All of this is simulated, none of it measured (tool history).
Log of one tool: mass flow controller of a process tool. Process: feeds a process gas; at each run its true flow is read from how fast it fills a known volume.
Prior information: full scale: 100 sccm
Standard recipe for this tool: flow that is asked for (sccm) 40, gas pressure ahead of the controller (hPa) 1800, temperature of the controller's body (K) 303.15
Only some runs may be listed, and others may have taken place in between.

| run | hour | flow that is asked for (sccm) | gas pressure ahead of the controller (hPa) | temperature of the controller's body (K) | true flow (%) |
|---|---|---|---|---|---|
| 1 | 0.0 | 40 | 1800 | 303.15 | 99.64 |
| 2 | 314.9 | 40 | 1800 | 303.15 | 99.36 |
| 3 | 654.1 | 40 | 1800 | 301.15 | 99.25 |
| 4 | 823.5 | 40 | 1800 | 301.15 | 99.17 |
| 5 | 1162.6 | 40 | 1800 | 301.15 | 98.94 |
| 6 | 1324.7 | 40 | 1650 | 303.15 | 99.27 |
| 7 | 1650.3 | 40 | 1800 | 303.15 | 99.01 |
| 8 | 2014.2 | 40 | 1800 | 303.15 | 98.90 |
| 9 | 2284.6 | 40 | 1800 | 303.15 | 98.76 |
| 10 | 2626.4 | 40 | 1800 | 303.15 | 98.75 |
| 11 | 2830.1 | 40 | 1800 | 293.15 | 97.94 |
| 12 | 3022.5 | 40 | 1800 | 293.15 | 97.90 |
| 13 | 3222.2 | 40 | 1800 | 293.15 | 97.74 |
| 14 | 3412.8 | 40 | 1800 | 293.15 | 97.81 |
| 15 | 3709.4 | 12 | 1800 | 303.15 | 97.90 |
| 16 | 3970.9 | 12 | 1800 | 303.15 | 97.84 |
| 17 | 4190.4 | 40 | 1800 | 303.15 | 98.11 |
| 18 | 4549.0 | 40 | 1800 | 303.15 | 98.03 |
| 19 | 4718.0 | 19 | 1800 | 311.15 | 98.25 |
| 20 | 5012.9 | 16 | 1800 | 303.15 | 97.57 |

Run 21 is up next; what results do you expect?
| 21 | 5175.5 | 40 | 1800 | 298.15 | ? |

true flow (%): 97.59
With the hidden condition absent and the run-to-run variation left alone, this run would have shown true flow (%) 99.31.

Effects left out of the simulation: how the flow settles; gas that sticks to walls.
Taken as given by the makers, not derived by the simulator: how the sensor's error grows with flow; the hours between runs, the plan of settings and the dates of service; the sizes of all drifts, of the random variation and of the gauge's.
